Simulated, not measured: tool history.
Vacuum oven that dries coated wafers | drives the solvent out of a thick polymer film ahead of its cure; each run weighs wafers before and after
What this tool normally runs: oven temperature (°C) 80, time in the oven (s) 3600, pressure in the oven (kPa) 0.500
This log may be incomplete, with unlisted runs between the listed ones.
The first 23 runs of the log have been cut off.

| run | day | oven temperature (°C) | time in the oven (s) | pressure in the oven (kPa) | solvent left in the film (%) |
|---|---|---|---|---|---|
| 24 | 51.558 | 72 | 1980 | 1.466 | 13.21 |
| 25 | 53.817 | 80 | 3840 | 0.500 | 5.03 |
| 26 | 56.312 | 80 | 3840 | 0.500 | 5.04 |
| 27 | 57.558 | 80 | 1860 | 1.988 | 10.91 |
| 28 | 59.904 | 80 | 1860 | 1.988 | 10.95 |
| 29 | 61.396 | 80 | 1860 | 1.988 | 11.17 |
| 30 | 63.279 | 80 | 2280 | 0.251 | 8.15 |
|  | 63.596 | oven's thermocouples calibrated |
| 31 | 64.796 | 74 | 2760 | 0.305 | 9.63 |

5 options for the next run, each taken on its own from the tool as it stands now. Forecast them:
| A | 67.021 | 82 | 2460 | 0.986 | ? |
| B | 67.021 | 73 | 3720 | 0.500 | ? |
| C | 67.021 | 67 | 3600 | 0.500 | ? |
| D | 67.021 | 80 | 3660 | 0.500 | ? |
| E | 67.021 | 80 | 2100 | 0.500 | ? |

| run | solvent left in the film (%) |
|---|---|
| A | 8.00 |
| B | 8.30 |
| C | 11.26 |
| D | 5.86 |
| E | 9.16 |
Take away the tool's hidden state, keep each run's random variation, and the runs would have read:
| run | solvent left in the film (%) |
|---|---|
| A | 6.91 |
| B | 6.80 |
| C | 9.58 |
| D | 4.54 |
| E | 8.12 |
